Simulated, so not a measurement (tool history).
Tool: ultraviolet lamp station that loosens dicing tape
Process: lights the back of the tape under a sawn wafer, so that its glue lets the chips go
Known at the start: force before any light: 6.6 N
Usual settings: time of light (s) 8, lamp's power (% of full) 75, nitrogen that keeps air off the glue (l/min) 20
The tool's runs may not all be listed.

run	day	time of light (s)	lamp's power (% of full)	nitrogen that keeps air off the glue (l/min)	force that peels the tape off (N)	light that reached the tape (mJ/cm2)
1	0	8	75	20	1.081	196
2	0.225	8	75	20	1.066	195
3	0.625	8	75	20	1.082	191
4	0.892	8	75	20	1.091	191
5	1.208	8	75	20	1.058	191
6	1.504	8	75	20	1.129	192
7	1.829	8	75	20	1.149	192
8	2.358	8	75	20	1.112	190
9	2.712	8	75	20	1.174	191
10	3.117	8	75	20	1.167	184
11	3.654	8	75	20	1.154	186
# day 3.946: window cleaned of glue's vapour
12	3.967	8	75	20	0.869	214
13	4.4	8	75	20	0.928	220
14	4.862	8	75	20	0.931	216
15	5.308	8	75	20	0.931	214

Forecast run 16:
16	5.538	13	89	17	?	?

force that peels the tape off (N): 0.318
light that reached the tape (mJ/cm2): 413
Without the tool's hidden state the same run would have given force that peels the tape off (N) 0.298, light that reached the tape (mJ/cm2) 434.
